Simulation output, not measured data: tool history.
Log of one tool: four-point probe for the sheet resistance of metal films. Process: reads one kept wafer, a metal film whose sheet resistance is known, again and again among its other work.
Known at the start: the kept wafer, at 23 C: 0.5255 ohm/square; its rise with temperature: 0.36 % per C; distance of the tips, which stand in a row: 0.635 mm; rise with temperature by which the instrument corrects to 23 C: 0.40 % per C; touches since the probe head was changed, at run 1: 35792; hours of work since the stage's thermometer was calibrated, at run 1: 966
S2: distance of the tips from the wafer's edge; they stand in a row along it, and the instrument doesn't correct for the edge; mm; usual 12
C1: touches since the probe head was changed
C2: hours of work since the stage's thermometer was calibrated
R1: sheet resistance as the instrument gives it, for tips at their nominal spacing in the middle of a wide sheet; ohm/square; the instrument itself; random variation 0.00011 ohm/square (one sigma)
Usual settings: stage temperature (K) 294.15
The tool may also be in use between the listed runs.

run 1 hour=0 | stage_temperature_(K)=294.15 S2=12 | C1=35792 C2=966 | R1=0.526616
run 2 hour=57.2 | stage_temperature_(K)=294.15 S2=12 | C1=38323 C2=1002 | R1=0.526731
run 3 hour=156.7 | stage_temperature_(K)=294.15 S2=12 | C1=42728 C2=1065 | R1=0.526521
run 4 hour=257 | stage_temperature_(K)=306.15 S2=12 | C1=47167 C2=1129 | R1=0.524516
run 5 hour=323.6 | stage_temperature_(K)=294.15 S2=12 | C1=50112 C2=1171 | R1=0.52665
run 6 hour=423.4 | stage_temperature_(K)=294.15 S2=69 | C1=54532 C2=1234 | R1=0.5259
-- hour=470.2 stage's thermometer calibrated
run 7 hour=481.2 | stage_temperature_(K)=298.15 S2=69 | C1=57066 C2=7 | R1=0.525369
run 8 hour=568 | stage_temperature_(K)=292.15 S2=17 | C1=60906 C2=62 | R1=0.526919
run 9 hour=633.3 | stage_temperature_(K)=292.15 S2=6 | C1=63796 C2=103 | R1=0.529394
run 10 hour=755.3 | stage_temperature_(K)=294.15 S2=8 | C1=69197 C2=181 | R1=0.527583

Hidden state at the last listed run before each entry between runs and at the first one after, where it differs:
Between runs 6 and 7: stage's thermometer calibrated (hour 470.2)
  no hidden state differs between the two runs
